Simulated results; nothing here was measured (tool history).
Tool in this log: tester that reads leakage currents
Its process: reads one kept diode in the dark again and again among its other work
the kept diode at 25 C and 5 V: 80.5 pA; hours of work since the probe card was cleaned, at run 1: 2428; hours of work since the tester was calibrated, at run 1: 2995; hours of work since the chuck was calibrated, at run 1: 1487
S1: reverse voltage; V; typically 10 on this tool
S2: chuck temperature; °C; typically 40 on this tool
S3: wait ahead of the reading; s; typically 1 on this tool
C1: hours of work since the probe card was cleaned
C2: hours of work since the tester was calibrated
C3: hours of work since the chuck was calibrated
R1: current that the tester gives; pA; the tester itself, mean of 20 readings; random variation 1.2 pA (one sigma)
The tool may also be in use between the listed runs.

{"run": 1, "hour": 0.0, "S1": 10, "S2": 40, "S3": 1, "C1": 2428, "C2": 2995, "C3": 1487, "R1": 403.67}
{"hour": 91.3, "done": "tester calibrated"}
{"run": 2, "hour": 96.6, "S1": 10, "S2": 40, "S3": 1, "C1": 2502, "C2": 4, "C3": 1561, "R1": 404.19}
{"run": 3, "hour": 181.5, "S1": 10, "S2": 40, "S3": 1, "C1": 2568, "C2": 70, "C3": 1627, "R1": 404.27}
{"run": 4, "hour": 293.8, "S1": 10, "S2": 40, "S3": 1, "C1": 2655, "C2": 158, "C3": 1714, "R1": 404.77}
{"run": 5, "hour": 357.2, "S1": 10, "S2": 40, "S3": 1, "C1": 2705, "C2": 207, "C3": 1764, "R1": 402.57}
{"run": 6, "hour": 440.9, "S1": 15.6, "S2": 40, "S3": 1, "C1": 2770, "C2": 272, "C3": 1829, "R1": 466.03}
{"run": 7, "hour": 503.5, "S1": 15.6, "S2": 40, "S3": 1.42, "C1": 2818, "C2": 321, "C3": 1877, "R1": 465.23}
{"run": 8, "hour": 577.7, "S1": 15.6, "S2": 40, "S3": 1.42, "C1": 2876, "C2": 378, "C3": 1935, "R1": 464.56}
{"run": 9, "hour": 674.8, "S1": 15.6, "S2": 40, "S3": 1.42, "C1": 2952, "C2": 454, "C3": 2011, "R1": 463.73}
{"run": 10, "hour": 765.0, "S1": 1.2, "S2": 40, "S3": 1.42, "C1": 3022, "C2": 524, "C3": 2081, "R1": 208.6}
{"run": 11, "hour": 856.9, "S1": 1.2, "S2": 40, "S3": 1.42, "C1": 3093, "C2": 596, "C3": 2152, "R1": 207.56}
{"run": 12, "hour": 934.1, "S1": 10, "S2": 40, "S3": 1, "C1": 3153, "C2": 656, "C3": 2212, "R1": 404.12}
{"hour": 958.4, "done": "chuck's temperature calibrated"}
{"run": 13, "hour": 1027.6, "S1": 10, "S2": 40, "S3": 1, "C1": 3225, "C2": 727, "C3": 54, "R1": 401.56}
{"run": 14, "hour": 1138.2, "S1": 10, "S2": 40, "S3": 1, "C1": 3311, "C2": 813, "C3": 140, "R1": 403.03}
{"run": 15, "hour": 1193.9, "S1": 10, "S2": 40, "S3": 1, "C1": 3354, "C2": 856, "C3": 183, "R1": 403.7}
{"run": 16, "hour": 1294.4, "S1": 10, "S2": 40, "S3": 5.34, "C1": 3432, "C2": 935, "C3": 261, "R1": 402.25}
{"run": 17, "hour": 1374.5, "S1": 10, "S2": 24, "S3": 5.34, "C1": 3495, "C2": 997, "C3": 324, "R1": 91.88}
{"run": 18, "hour": 1456.1, "S1": 10, "S2": 24, "S3": 5.34, "C1": 3558, "C2": 1060, "C3": 387, "R1": 90.94}
{"run": 19, "hour": 1557.3, "S1": 10, "S2": 24, "S3": 5.34, "C1": 3637, "C2": 1139, "C3": 466, "R1": 90.72}
{"hour": 1583.8, "done": "probe card cleaned and baked"}
{"run": 20, "hour": 1613.4, "S1": 10, "S2": 41, "S3": 5.34, "C1": 23, "C2": 1180, "C3": 507, "R1": 439.91}
{"run": 21, "hour": 1660.6, "S1": 10, "S2": 41, "S3": 5.34, "C1": 60, "C2": 1217, "C3": 544, "R1": 436.76}
{"run": 22, "hour": 1757.8, "S1": 10, "S2": 41, "S3": 5.34, "C1": 135, "C2": 1293, "C3": 620, "R1": 440.09}
{"run": 23, "hour": 1802.9, "S1": 10, "S2": 31, "S3": 0.75, "C1": 170, "C2": 1328, "C3": 655, "R1": 178.74}
{"run": 24, "hour": 1892.9, "S1": 1.3, "S2": 31, "S3": 0.75, "C1": 240, "C2": 1398, "C3": 725, "R1": 93.97}
{"run": 25, "hour": 2000.5, "S1": 7, "S2": 45, "S3": 0.8, "C1": 324, "C2": 1482, "C3": 808, "R1": 555.75}
{"run": 26, "hour": 2081.9, "S1": 7, "S2": 45, "S3": 0.8, "C1": 388, "C2": 1545, "C3": 872, "R1": 558.06}
{"run": 27, "hour": 2178.6, "S1": 13.3, "S2": 33, "S3": 0.8, "C1": 463, "C2": 1620, "C3": 947, "R1": 234.48}
{"run": 28, "hour": 2223.8, "S1": 13.3, "S2": 33, "S3": 0.8, "C1": 498, "C2": 1655, "C3": 982, "R1": 234.54}
{"run": 29, "hour": 2315.6, "S1": 13.3, "S2": 33, "S3": 0.8, "C1": 569, "C2": 1727, "C3": 1054, "R1": 235.59}
{"run": 30, "hour": 2370.0, "S1": 13.3, "S2": 24, "S3": 0.8, "C1": 612, "C2": 1769, "C3": 1096, "R1": 100.23}
{"run": 31, "hour": 2458.2, "S1": 1.2, "S2": 38, "S3": 1.82, "C1": 680, "C2": 1838, "C3": 1165, "R1": 173.78}
{"run": 32, "hour": 2532.6, "S1": 15, "S2": 40, "S3": 3.41, "C1": 738, "C2": 1896, "C3": 1222, "R1": 459.35}
{"run": 33, "hour": 2604.4, "S1": 15, "S2": 30, "S3": 4.11, "C1": 794, "C2": 1951, "C3": 1278, "R1": 184}
{"run": 34, "hour": 2677.2, "S1": 16.5, "S2": 30, "S3": 4.11, "C1": 851, "C2": 2008, "C3": 1335, "R1": 189.92}
{"run": 35, "hour": 2737.9, "S1": 12, "S2": 48, "S3": 2.22, "C1": 898, "C2": 2055, "C3": 1382, "R1": 852.73}
{"run": 36, "hour": 2822.0, "S1": 4.5, "S2": 48, "S3": 6.3, "C1": 963, "C2": 2121, "C3": 1448, "R1": 623.49}
{"run": 37, "hour": 2880.7, "S1": 4.5, "S2": 48, "S3": 6.3, "C1": 1009, "C2": 2166, "C3": 1493, "R1": 622.8}
{"run": 38, "hour": 2933.5, "S1": 8.2, "S2": 52, "S3": 1, "C1": 1050, "C2": 2207, "C3": 1534, "R1": 1050.87}
{"run": 39, "hour": 2983.1, "S1": 8.2, "S2": 52, "S3": 1, "C1": 1089, "C2": 2246, "C3": 1573, "R1": 1053.09}
{"run": 40, "hour": 3039.9, "S1": 1.5, "S2": 34, "S3": 2.17, "C1": 1133, "C2": 2290, "C3": 1617, "R1": 130.33}

Across each entry between runs, compare the hidden state at the last listed run before it with the hidden state at the first listed run after it:
After run 1, before run 2: tester calibrated (hour 91.3)
  current scale over the true one, %: 0.01 -> 0; true chuck temperature over the reading, C: 0 -> 0.01
After run 12, before run 13: chuck's temperature calibrated (hour 958.4)
  true chuck temperature over the reading, C: 0.01 -> 0
After run 19, before run 20: probe card cleaned and baked (hour 1583.8)
  stray current of the dirty probe card, pA a volt: 0.034 -> 0.02
